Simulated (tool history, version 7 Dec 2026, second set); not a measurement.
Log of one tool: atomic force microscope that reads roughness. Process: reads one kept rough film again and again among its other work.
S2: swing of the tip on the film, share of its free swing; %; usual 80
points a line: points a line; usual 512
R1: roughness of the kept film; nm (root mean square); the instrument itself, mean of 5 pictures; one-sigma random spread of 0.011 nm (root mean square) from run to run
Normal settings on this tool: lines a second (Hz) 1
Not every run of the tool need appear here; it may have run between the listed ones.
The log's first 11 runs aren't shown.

{"run": 12, "hour": 591.1, "lines a second (Hz)": 1, "S2": 80, "points a line": 364, "R1": 2.316}
{"hour": 617.1, "done": "new tip fitted"}
{"run": 13, "hour": 636.4, "lines a second (Hz)": 1, "S2": 80, "points a line": 364, "R1": 2.563}
{"run": 14, "hour": 682.1, "lines a second (Hz)": 1, "S2": 80, "points a line": 484, "R1": 2.367}
{"hour": 715.0, "done": "new tip fitted"}
{"run": 15, "hour": 735.4, "lines a second (Hz)": 1, "S2": 80, "points a line": 512, "R1": 2.568}
{"run": 16, "hour": 787.5, "lines a second (Hz)": 1, "S2": 80, "points a line": 512, "R1": 2.3}
{"hour": 816.3, "done": "new tip fitted"}
{"run": 17, "hour": 850.3, "lines a second (Hz)": 1, "S2": 67, "points a line": 512, "R1": 2.594}
{"run": 18, "hour": 904.9, "lines a second (Hz)": 1.41, "S2": 87, "points a line": 975, "R1": 2.091}
{"hour": 915.6, "done": "new tip fitted"}
{"run": 19, "hour": 953.6, "lines a second (Hz)": 0.57, "S2": 89, "points a line": 513, "R1": 2.527}
{"run": 20, "hour": 1009.9, "lines a second (Hz)": 0.57, "S2": 89, "points a line": 513, "R1": 2.261}
{"hour": 1016.7, "done": "new tip fitted"}
{"run": 21, "hour": 1076.1, "lines a second (Hz)": 0.57, "S2": 89, "points a line": 513, "R1": 2.421}
{"hour": 1115.1, "done": "new tip fitted"}
{"run": 22, "hour": 1115.1, "lines a second (Hz)": 2.06, "S2": 74, "points a line": 599, "R1": 2.588}
{"hour": 1121.3, "done": "height scale calibrated on a step standard"}
{"run": 23, "hour": 1157.9, "lines a second (Hz)": 1.94, "S2": 80, "points a line": 471, "R1": 2.301}
{"hour": 1217.3, "done": "new tip fitted"}
{"run": 24, "hour": 1223.9, "lines a second (Hz)": 1.94, "S2": 75, "points a line": 357, "R1": 2.543}
{"hour": 1229.9, "done": "height scale calibrated on a step standard, once more"}
{"run": 25, "hour": 1252.8, "lines a second (Hz)": 1.94, "S2": 75, "points a line": 357, "R1": 2.343}
{"hour": 1318.9, "done": "new tip fitted"}
{"run": 26, "hour": 1320.7, "lines a second (Hz)": 1.94, "S2": 75, "points a line": 357, "R1": 2.547}

Predict the results of run 27:
{"run": 27, "hour": 1374.5, "lines a second (Hz)": 1.94, "S2": 75, "points a line": 357, "R1": "?"}

{"run 27": {"R1": 2.277}}
Were there no unlogged condition in the tool, this run, its random variation unchanged, would have produced R1 2.546 nm (root mean square).
